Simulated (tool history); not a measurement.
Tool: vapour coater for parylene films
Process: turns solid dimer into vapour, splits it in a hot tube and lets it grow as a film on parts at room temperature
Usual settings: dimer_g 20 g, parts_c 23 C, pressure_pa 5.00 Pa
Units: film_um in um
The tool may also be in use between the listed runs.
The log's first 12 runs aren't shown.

run,hour,dimer_g,parts_c,pressure_pa,film_um
13,298.3,20,29,5.00,5.76
# hour 315.2: trap's valve overhauled
14,315.2,20,29,5.00,5.38
15,330.2,20,29,5.00,5.43
16,360.8,20,29,5.00,5.40
17,375.3,20,23,5.00,5.93
18,402.3,20,23,5.00,5.92
19,419.4,15,23,5.00,4.40
20,447.3,20,23,5.00,5.83
# hour 456.1: trap's valve overhauled, once more
21,471.0,20,23,5.00,6.91
22,488.1,20,23,6.96,6.44
23,502.6,20,23,5.00,6.86
24,522.7,20,23,5.00,6.80
25,544.0,20,23,5.00,6.78
26,569.9,23,17,4.32,8.85
27,585.5,23,17,4.32,8.89
28,607.3,23,29,4.33,7.19

Run 29 comes next. What will it give?
29,636.1,23,29,2.11,?

{"run 29": {"film_um": 8.2}}
Without the tool's hidden state the same run would have given film_um 8.47 um.

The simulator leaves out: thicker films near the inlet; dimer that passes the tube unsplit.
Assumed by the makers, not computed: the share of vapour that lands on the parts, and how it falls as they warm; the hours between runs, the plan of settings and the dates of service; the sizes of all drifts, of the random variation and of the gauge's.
